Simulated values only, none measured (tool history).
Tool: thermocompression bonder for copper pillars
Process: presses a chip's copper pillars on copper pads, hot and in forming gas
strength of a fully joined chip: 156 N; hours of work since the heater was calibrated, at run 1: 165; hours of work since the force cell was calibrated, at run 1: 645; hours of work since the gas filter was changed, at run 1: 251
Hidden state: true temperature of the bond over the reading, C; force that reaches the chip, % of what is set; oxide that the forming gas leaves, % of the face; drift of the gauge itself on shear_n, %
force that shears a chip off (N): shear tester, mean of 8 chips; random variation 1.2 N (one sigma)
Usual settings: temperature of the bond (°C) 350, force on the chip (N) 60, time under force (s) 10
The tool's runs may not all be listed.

| run | hour | temperature of the bond (°C) | force on the chip (N) | time under force (s) | hours of work since the heater was calibrated | hours of work since the force cell was calibrated | hours of work since the gas filter was changed | force that shears a chip off (N) |
|---|---|---|---|---|---|---|---|---|
| 1 | 0.0 | 350 | 60 | 10 | 165 | 645 | 251 | 94.5 |
|  | 39.3 | forming gas filter changed |
| 2 | 39.3 | 350 | 60 | 10 | 188 | 668 | 0 | 105.4 |
| 3 | 74.5 | 350 | 60 | 10 | 210 | 689 | 21 | 103.1 |
| 4 | 100.8 | 350 | 60 | 10 | 225 | 705 | 37 | 103.1 |
| 5 | 154.0 | 350 | 60 | 10 | 257 | 737 | 69 | 100.7 |
| 6 | 192.9 | 350 | 60 | 10 | 280 | 760 | 92 | 100.1 |
| 7 | 221.6 | 364 | 60 | 10 | 298 | 777 | 109 | 108.8 |
| 8 | 268.2 | 364 | 60 | 10 | 326 | 805 | 137 | 106.0 |
| 9 | 301.4 | 364 | 39 | 10 | 346 | 825 | 157 | 80.1 |
| 10 | 341.5 | 364 | 39 | 10 | 369 | 849 | 181 | 79.7 |
| 11 | 394.6 | 350 | 60 | 10 | 401 | 881 | 213 | 93.7 |
| 12 | 431.6 | 350 | 60 | 25 | 424 | 903 | 235 | 114.7 |
| 13 | 474.4 | 350 | 60 | 11 | 449 | 929 | 261 | 93.1 |
|  | 496.8 | forming gas filter changed |
| 14 | 499.0 | 358 | 37 | 11 | 464 | 943 | 1 | 79.8 |
| 15 | 550.1 | 321 | 50 | 10 | 494 | 974 | 32 | 66.8 |
| 16 | 606.5 | 321 | 50 | 10 | 528 | 1007 | 66 | 66.2 |
| 17 | 633.0 | 321 | 50 | 10 | 544 | 1023 | 82 | 65.7 |
|  | 659.5 | heater calibrated with a thermocouple chip |
| 18 | 666.8 | 321 | 50 | 10 | 4 | 1042 | 101 | 76.5 |
| 19 | 701.0 | 343 | 69 | 10 | 25 | 1063 | 121 | 107.8 |
| 20 | 739.2 | 332 | 62 | 11 | 48 | 1086 | 144 | 94.7 |
| 21 | 779.1 | 332 | 62 | 11 | 72 | 1110 | 168 | 94.2 |
| 22 | 825.7 | 327 | 74 | 12 | 100 | 1138 | 196 | 100.7 |
| 23 | 852.8 | 327 | 74 | 12 | 116 | 1154 | 212 | 100.7 |
| 24 | 887.5 | 374 | 50 | 12 | 137 | 1175 | 233 | 107.0 |
| 25 | 925.9 | 350 | 60 | 11 | 160 | 1198 | 256 | 97.5 |
|  | 956.0 | forming gas filter changed |
| 26 | 970.3 | 327 | 44 | 9 | 186 | 1224 | 9 | 69.1 |

Some steps in force that shears a chip off (N) between neighbouring runs. How much of each would the tool show without its hidden state too (settings, what came in, random variation), and how much is left for the hidden state, with any gauge scatter that isn't in both results?
Run 13 -> 14: temperature of the bond (°C) 350 -> 358, force on the chip (N) 60 -> 37, forming gas filter changed. force that shears a chip off (N) -13.3: hidden state +11.7, all else -25.0.
Run 18 -> 19: temperature of the bond (°C) 321 -> 343, force on the chip (N) 50 -> 69. force that shears a chip off (N) +31.3: hidden state -2.9, all else +34.2.
Run 25 -> 26: temperature of the bond (°C) 350 -> 327, force on the chip (N) 60 -> 44, time under force (s) 11 -> 9, forming gas filter changed. force that shears a chip off (N) -28.4: hidden state +11.7, all else -40.1.
